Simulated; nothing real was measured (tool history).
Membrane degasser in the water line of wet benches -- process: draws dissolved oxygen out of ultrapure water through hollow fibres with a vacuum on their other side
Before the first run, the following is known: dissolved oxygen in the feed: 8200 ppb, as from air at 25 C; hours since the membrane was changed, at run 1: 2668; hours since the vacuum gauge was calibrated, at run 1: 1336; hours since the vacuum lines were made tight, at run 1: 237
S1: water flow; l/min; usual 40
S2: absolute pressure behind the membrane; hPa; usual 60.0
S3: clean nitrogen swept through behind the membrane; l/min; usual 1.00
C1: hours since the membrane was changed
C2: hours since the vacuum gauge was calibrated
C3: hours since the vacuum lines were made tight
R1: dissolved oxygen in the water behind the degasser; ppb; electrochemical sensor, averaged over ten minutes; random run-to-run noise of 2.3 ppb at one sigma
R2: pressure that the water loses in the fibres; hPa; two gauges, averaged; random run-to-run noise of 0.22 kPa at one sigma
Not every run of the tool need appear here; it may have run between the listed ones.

run    hour  S1     S2    S3    C1    C2    C3     R1     R2
  1     0.0  40   60.0  1.00  2668  1336   237  246.4  557.5
  2    76.5  39   60.0  1.00  2745  1413   314  242.6  541.8
  3   142.3  40   60.0  1.25  2811  1478   380  205.0  559.1
  4   204.7  40   60.0  1.00  2873  1541   442  246.6  561.0
  5   277.5  40   60.0  1.00  2946  1614   515  246.0  556.3
  6   316.9  40   60.0  1.00  2985  1653   554  241.0  559.4
  7   352.7  40  145.0  1.00  3021  1689   590  853.3  558.5
  8   410.9  40  145.0  1.00  3079  1747   648  859.6  555.8
  9   448.0  45   60.0  1.00  3116  1784   685  281.2  626.1
 10   489.9  45   60.0  1.00  3158  1826   727  274.9  628.4
 11   542.9  45   60.0  1.00  3211  1879   780  280.2  627.7
 12   616.9  40   60.0  1.00  3285  1953   854  246.7  555.1
 13   654.2  54   60.0  1.00  3323  1990   891  346.4  755.6
 14   706.6  27   60.0  1.00  3375  2043   944  178.4  378.3
      712.7  -- vacuum gauge calibrated
 15   772.1  27   60.0  1.00  3440    59  1009  176.1  375.2
 16   808.1  40   60.0  1.55  3476    95  1045  185.1  562.6
 17   865.9  40   37.1  1.55  3534   153  1103   59.5  561.8
 18   923.8  27   81.5  0.77  3592   211  1161  360.2  378.7
 19   965.9  27   81.5  0.77  3634   253  1203  373.3  376.6
 20  1044.2  27   81.5  0.77  3712   331  1281  373.2  376.6
 21  1084.5  53   73.7  1.03  3752   372  1321  466.2  738.6
     1098.3  -- vacuum gauge calibrated, once more
 22  1131.6  53   73.7  1.03  3799    33  1368  432.8  740.4
 23  1200.0  31   60.0  1.00  3867   102  1436  182.5  435.5
 24  1272.7  29   42.2  1.00  3940   174  1509   67.5  408.3
 25  1333.3  29   42.2  1.00  4001   235  1570   69.1  407.3
 26  1377.0  29   42.2  1.00  4044   279  1613   69.4  405.0
 27  1424.0  29   42.2  1.00  4091   326  1660   68.7  406.4
 28  1501.8  29   42.2  1.00  4169   403  1738   69.3  406.7
 29  1538.1  29   42.2  1.00  4205   440  1774   69.3  406.3
 30  1611.9  29   42.2  1.00  4279   514  1848   69.8  406.7
 31  1663.5  29   42.2  1.00  4331   565  1900   70.1  407.4
 32  1696.7  29   42.2  1.00  4364   598  1933   69.8  408.6
 33  1761.6  36   42.2  1.00  4429   663  1998   90.5  507.8

Branching from run 33: 3 alternative next runs. What would each branch give?
  A  1813.0  54   60.0  1.00  4480  715  2049   ?   ?
  B  1813.0  53  119.7  1.31  4480  715  2049   ?   ?
  C  1813.0  51   80.7  0.69  4480  715  2049   ?   ?

run     R1     R2
  A  327.5  765.8
  B  706.8  746.3
  C  640.9  719.7
Without the tool's hidden state the same runs would have given:
run     R1     R2
  A  311.7  742.0
  B  693.3  723.0
  C  626.2  697.3
